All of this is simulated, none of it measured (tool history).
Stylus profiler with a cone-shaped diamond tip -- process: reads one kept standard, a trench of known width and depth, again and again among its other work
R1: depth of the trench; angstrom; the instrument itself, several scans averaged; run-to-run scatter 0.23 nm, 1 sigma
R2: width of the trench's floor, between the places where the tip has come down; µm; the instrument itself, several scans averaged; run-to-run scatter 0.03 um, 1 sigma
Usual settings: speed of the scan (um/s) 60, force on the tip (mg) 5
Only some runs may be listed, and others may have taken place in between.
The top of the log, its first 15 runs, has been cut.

Run 16, hour 713.3: usual settings but force on the tip (mg) 4.77. Result: R1 10220.2 angstrom, R2 95.03 µm.
Run 17, hour 747.8: usual settings but force on the tip (mg) 4.77. Result: R1 10222.8 angstrom, R2 94.96 µm.
Run 18, hour 778.9: usual settings but force on the tip (mg) 4.77. Result: R1 10221.3 angstrom, R2 94.94 µm.
Run 19, hour 806: usual settings but force on the tip (mg) 4.77. Result: R1 10221 angstrom, R2 94.9 µm.
Run 20, hour 843.1: usual settings but force on the tip (mg) 4.77. Result: R1 10222.4 angstrom, R2 94.82 µm.
Run 21, hour 897: usual settings but force on the tip (mg) 4.77. Result: R1 10223.6 angstrom, R2 94.68 µm.
Run 22, hour 943.7: usual settings but speed of the scan (um/s) 39, force on the tip (mg) 6.73. Result: R1 10277 angstrom, R2 94.73 µm.
Run 23, hour 975.3: usual settings but speed of the scan (um/s) 52, force on the tip (mg) 3.56. Result: R1 10189.1 angstrom, R2 94.67 µm.
At hour 981.7: height scale calibrated on a step standard.
Run 24, hour 1012.3: usual settings but speed of the scan (um/s) 65, force on the tip (mg) 12.74. Result: R1 10427.3 angstrom, R2 94.63 µm.
Run 25, hour 1057.1: usual settings but speed of the scan (um/s) 18, force on the tip (mg) 14.96. Result: R1 10470 angstrom, R2 94.73 µm.
Run 26, hour 1090.9: usual settings but speed of the scan (um/s) 221, force on the tip (mg) 5.47. Result: R1 10255.9 angstrom, R2 93.99 µm.
Run 27, hour 1130.9: usual settings but speed of the scan (um/s) 221, force on the tip (mg) 5.47. Result: R1 10253 angstrom, R2 93.96 µm.
Run 28, hour 1160.8: usual settings but speed of the scan (um/s) 123, force on the tip (mg) 1.76. Result: R1 10135.4 angstrom, R2 93.93 µm.
At hour 1180.9: height scale calibrated on a step standard, once more.
Run 29, hour 1204.3: usual settings but speed of the scan (um/s) 123, force on the tip (mg) 2.3. Result: R1 10125.9 angstrom, R2 94.01 µm.

What will run 30 give?
Run 30, hour 1251.7: usual settings but speed of the scan (um/s) 25. Result: R1 ?, R2 ?.

Run 30 gave R1 10213.1 angstrom, R2 94.35 µm.
On a tool with no hidden condition, and with the same random variation, this run would have come out at R1 10210.7 angstrom, R2 95.89 µm.
